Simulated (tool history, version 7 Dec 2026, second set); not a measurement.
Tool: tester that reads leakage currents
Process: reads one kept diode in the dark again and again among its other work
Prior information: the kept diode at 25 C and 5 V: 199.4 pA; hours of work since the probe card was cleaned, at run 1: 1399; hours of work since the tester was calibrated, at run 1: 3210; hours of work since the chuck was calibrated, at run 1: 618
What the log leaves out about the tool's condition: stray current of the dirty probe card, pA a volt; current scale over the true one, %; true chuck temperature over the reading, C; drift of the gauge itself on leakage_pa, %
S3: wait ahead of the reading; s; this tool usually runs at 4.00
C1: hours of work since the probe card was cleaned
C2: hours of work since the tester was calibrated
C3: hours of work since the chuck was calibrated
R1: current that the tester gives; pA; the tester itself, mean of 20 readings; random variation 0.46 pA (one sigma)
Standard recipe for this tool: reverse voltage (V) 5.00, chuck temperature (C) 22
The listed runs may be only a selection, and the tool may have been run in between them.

Run 1, hour 0.0: usual settings; C1 1399; C2 3210; C3 618. Result: R1 135.65 pA.
Run 2, hour 188.2: usual settings; C1 1500; C2 3311; C3 719. Result: R1 134.06 pA.
Run 3, hour 372.5: usual settings; C1 1598; C2 3409; C3 817. Result: R1 131.25 pA.
Run 4, hour 495.6: usual settings; C1 1664; C2 3475; C3 883. Result: R1 130.30 pA.
Run 5, hour 636.1: usual settings; C1 1739; C2 3550; C3 958. Result: R1 128.09 pA.
Run 6, hour 744.4: usual settings; C1 1797; C2 3608; C3 1016. Result: R1 126.91 pA.
Run 7, hour 948.6: usual settings; C1 1906; C2 3718; C3 1125. Result: R1 124.35 pA.
At hour 1081.8: chuck's temperature calibrated.
Run 8, hour 1149.2: usual settings; C1 2013; C2 3824; C3 36. Result: R1 152.64 pA.
Run 9, hour 1325.3: usual settings; C1 2107; C2 3918; C3 130. Result: R1 149.61 pA.
Run 10, hour 1487.5: usual settings but reverse voltage (V) 11.33; C1 2194; C2 4005; C3 217. Result: R1 191.89 pA.
At hour 1618.3: probe card cleaned and baked.
Run 11, hour 1618.3: usual settings but reverse voltage (V) 11.33, chuck temperature (C) 49; C1 0; C2 4073; C3 285. Result: R1 1840.76 pA.
Run 12, hour 1778.2: usual settings but reverse voltage (V) 11.33, chuck temperature (C) 49; C1 85; C2 4159; C3 371. Result: R1 1810.58 pA.
Run 13, hour 1987.6: usual settings but reverse voltage (V) 11.33, chuck temperature (C) 49; C1 198; C2 4271; C3 483. Result: R1 1785.33 pA.
Run 14, hour 2093.5: usual settings but reverse voltage (V) 8.08; C1 254; C2 4327; C3 539. Result: R1 155.69 pA.
Run 15, hour 2302.3: usual settings but reverse voltage (V) 8.08; C1 366; C2 4439; C3 651. Result: R1 153.60 pA.
Run 16, hour 2506.2: usual settings but chuck temperature (C) 49; C1 475; C2 4548; C3 760. Result: R1 1331.47 pA.
Run 17, hour 2665.7: usual settings but chuck temperature (C) 49; C1 560; C2 4633; C3 845. Result: R1 1307.82 pA.
Run 18, hour 2873.9: usual settings but reverse voltage (V) 5.75; C1 671; C2 4745; C3 957. Result: R1 130.63 pA.
Run 19, hour 2997.5: usual settings but reverse voltage (V) 5.75; C1 738; C2 4811; C3 1023. Result: R1 129.46 pA.
Run 20, hour 3106.9: usual settings but reverse voltage (V) 5.75; C1 796; C2 4869; C3 1081. Result: R1 127.79 pA.
Run 21, hour 3234.6: usual settings but reverse voltage (V) 5.75; C1 864; C2 4937; C3 1150. Result: R1 125.67 pA.
At hour 3319.9: chuck's temperature calibrated.
Run 22, hour 3437.7: usual settings but reverse voltage (V) 5.75; C1 972; C2 5045; C3 63. Result: R1 152.41 pA.
At hour 3539.3: tester calibrated.
Run 23, hour 3561.0: usual settings but reverse voltage (V) 5.75, chuck temperature (C) 28; C1 1037; C2 12; C3 128. Result: R1 256.67 pA.
Run 24, hour 3728.8: usual settings but reverse voltage (V) 2.84, chuck temperature (C) 30, S3 0.85 s; C1 1127; C2 101; C3 218. Result: R1 243.70 pA.
Run 25, hour 3895.5: usual settings but reverse voltage (V) 1.88, chuck temperature (C) 37; C1 1216; C2 190; C3 307. Result: R1 390.07 pA.
Run 26, hour 4086.3: usual settings but reverse voltage (V) 3.33, chuck temperature (C) 32; C1 1318; C2 293; C3 409. Result: R1 295.45 pA.
Run 27, hour 4308.5: usual settings but chuck temperature (C) 45; C1 1437; C2 411; C3 528. Result: R1 981.61 pA.
Run 28, hour 4512.5: usual settings; C1 1546; C2 520; C3 637. Result: R1 130.52 pA.
At hour 4591.6: tester calibrated, once more.
Run 29, hour 4729.8: usual settings; C1 1661; C2 74; C3 752. Result: R1 132.81 pA.
Run 30, hour 4843.7: usual settings but reverse voltage (V) 1.10, chuck temperature (C) 28, S3 2.08 s; C1 1722; C2 135; C3 813. Result: R1 142.97 pA.
Run 31, hour 4995.0: usual settings but reverse voltage (V) 6.82, chuck temperature (C) 43, S3 0.42 s; C1 1803; C2 216; C3 894. Result: R1 891.72 pA.
Run 32, hour 5177.2: usual settings but reverse voltage (V) 3.51, S3 8.85 s; C1 1900; C2 313; C3 991. Result: R1 112.94 pA.
Run 33, hour 5277.2: usual settings but reverse voltage (V) 3.51, chuck temperature (C) 49, S3 8.85 s; C1 1954; C2 367; C3 1045. Result: R1 1150.94 pA.
Run 34, hour 5480.8: usual settings but reverse voltage (V) 3.51, chuck temperature (C) 49, S3 8.85 s; C1 2062; C2 476; C3 1153. Result: R1 1129.66 pA.
At hour 5568.5: chuck's temperature calibrated.
Run 35, hour 5574.1: usual settings but chuck temperature (C) 54; C1 2111; C2 524; C3 3. Result: R1 2267.92 pA.
Run 36, hour 5753.2: usual settings but reverse voltage (V) 1.30, chuck temperature (C) 23, S3 1.24 s; C1 2207; C2 620; C3 99. Result: R1 110.32 pA.
At hour 5858.3: probe card cleaned and baked.
Run 37, hour 5879.8: usual settings but reverse voltage (V) 1.30, chuck temperature (C) 23, S3 1.20 s; C1 12; C2 686; C3 165. Result: R1 107.82 pA.
Run 38, hour 6059.0: usual settings but reverse voltage (V) 2.13, chuck temperature (C) 31, S3 4.51 s; C1 107; C2 782; C3 261. Result: R1 253.73 pA.
Run 39, hour 6154.4: usual settings but reverse voltage (V) 3.71, chuck temperature (C) 56, S3 6.18 s; C1 158; C2 833; C3 312. Result: R1 2283.14 pA.
Run 40, hour 6282.5: usual settings but reverse voltage (V) 3.21, chuck temperature (C) 29, S3 6.18 s; C1 227; C2 902; C3 380. Result: R1 234.42 pA.

Below are 3 alternative next runs, each starting from the tool's condition after run 40. Predict each:
Run A, hour 6375.9: usual settings but reverse voltage (V) 3.21, chuck temperature (C) 57, S3 6.18 s; C1 277; C2 952; C3 430. Result: R1 ?.
Run B, hour 6375.9: usual settings but reverse voltage (V) 15.32, S3 8.23 s; C1 277; C2 952; C3 430. Result: R1 ?.
Run C, hour 6375.9: usual settings but S3 0.41 s; C1 277; C2 952; C3 430. Result: R1 ?.

run       R1
  A  2302.52
  B   198.06
  C   140.29
Had the tool no hidden state, the same runs would have come out as:
run       R1
  A  2451.59
  B   212.53
  C   151.08
